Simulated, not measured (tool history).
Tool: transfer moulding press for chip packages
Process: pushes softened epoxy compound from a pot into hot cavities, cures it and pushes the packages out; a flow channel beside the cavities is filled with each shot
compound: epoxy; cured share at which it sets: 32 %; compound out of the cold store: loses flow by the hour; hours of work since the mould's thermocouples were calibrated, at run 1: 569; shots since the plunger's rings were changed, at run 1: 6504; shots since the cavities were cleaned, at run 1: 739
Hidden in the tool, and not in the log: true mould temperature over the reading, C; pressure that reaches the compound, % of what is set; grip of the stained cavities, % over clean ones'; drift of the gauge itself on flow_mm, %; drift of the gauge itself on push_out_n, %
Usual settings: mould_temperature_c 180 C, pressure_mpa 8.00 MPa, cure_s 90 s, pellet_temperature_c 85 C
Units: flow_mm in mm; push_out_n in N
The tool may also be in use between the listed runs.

run,hour,mould_temperature_c,pressure_mpa,cure_s,pellet_temperature_c,hours of work since the mould's thermocouples were calibrated,shots since the plunger's rings were changed,shots since the cavities were cleaned,incoming compound's hours out of the cold store,flow_mm,push_out_n
1,0.0,180,8.00,90,85,569,6504,739,22.0,660,857
# hour 6.8: plunger's sealing rings changed
# hour 15.8: cavities cleaned with cleaning compound and waxed
2,20.3,180,8.00,90,85,582,192,71,26.7,697,646
3,31.7,180,8.00,90,85,591,375,254,9.3,744,760
4,52.6,180,8.14,90,85,608,711,590,38.9,672,796
5,66.6,180,8.14,90,85,618,934,813,39.1,673,861
# hour 76.4: cavities cleaned with cleaning compound and waxed
6,78.3,180,8.14,90,85,627,1098,31,12.8,740,662
7,95.5,185,8.00,90,85,640,1374,307,26.9,691,617
8,115.5,185,8.00,90,85,656,1694,627,47.7,638,645
# hour 135.8: cavities cleaned with cleaning compound and waxed
9,138.9,185,8.00,90,85,673,2047,52,25.1,679,542
10,161.5,185,8.00,90,85,691,2408,413,34.0,657,645
11,179.5,180,6.05,90,85,705,2697,702,19.7,612,890
# hour 195.1: cavities cleaned with cleaning compound and waxed
12,198.0,180,6.05,90,85,718,2970,48,18.3,604,670
# hour 202.0: mould's thermocouples calibrated
13,209.1,180,8.00,90,85,6,3116,194,44.8,642,735
14,220.7,180,8.00,90,85,15,3302,380,30.6,667,805
15,240.6,180,8.00,90,85,30,3621,699,32.1,667,875
# hour 257.1: cavities cleaned with cleaning compound and waxed
16,258.0,180,8.00,90,85,43,3876,15,25.4,680,683
# hour 265.0: mould's thermocouples calibrated, once more
17,276.5,187,8.00,120,85,9,4140,279,34.0,654,510
18,288.2,187,8.00,120,85,18,4328,467,13.1,695,555
19,301.0,176,7.04,90,85,28,4533,672,10.3,670,1153
# hour 319.3: cavities cleaned with cleaning compound and waxed
20,320.5,178,9.37,81,85,42,4821,18,32.9,707,928
21,330.3,180,8.73,90,78,50,4979,176,14.3,723,711
22,339.9,180,8.73,90,78,58,5134,331,20.8,711,779
23,354.7,180,8.73,90,78,69,5371,568,45.6,653,811
24,374.1,180,8.07,77,78,85,5681,878,9.6,703,1425
# hour 378.4: cavities cleaned with cleaning compound and waxed
25,389.7,180,8.00,108,75,96,5907,181,11.7,700,558
26,399.0,180,8.00,89,87,103,6056,330,18.2,681,764
27,408.7,174,8.69,121,86,111,6212,486,11.7,734,662

Forecast each of these 3 alternatives for the next run:
A,424.6,177,8.69,77,80,123,6467,741,41.5,?,?
B,424.6,174,8.69,98,86,123,6467,741,30.2,?,?
C,424.6,174,6.54,121,86,123,6467,741,43.1,?,?

run,flow_mm,push_out_n
A,664,1492
B,684,987
C,570,687
Without the tool's hidden state the same runs would have given:
run,flow_mm,push_out_n
A,712,1059
B,733,700
C,611,495
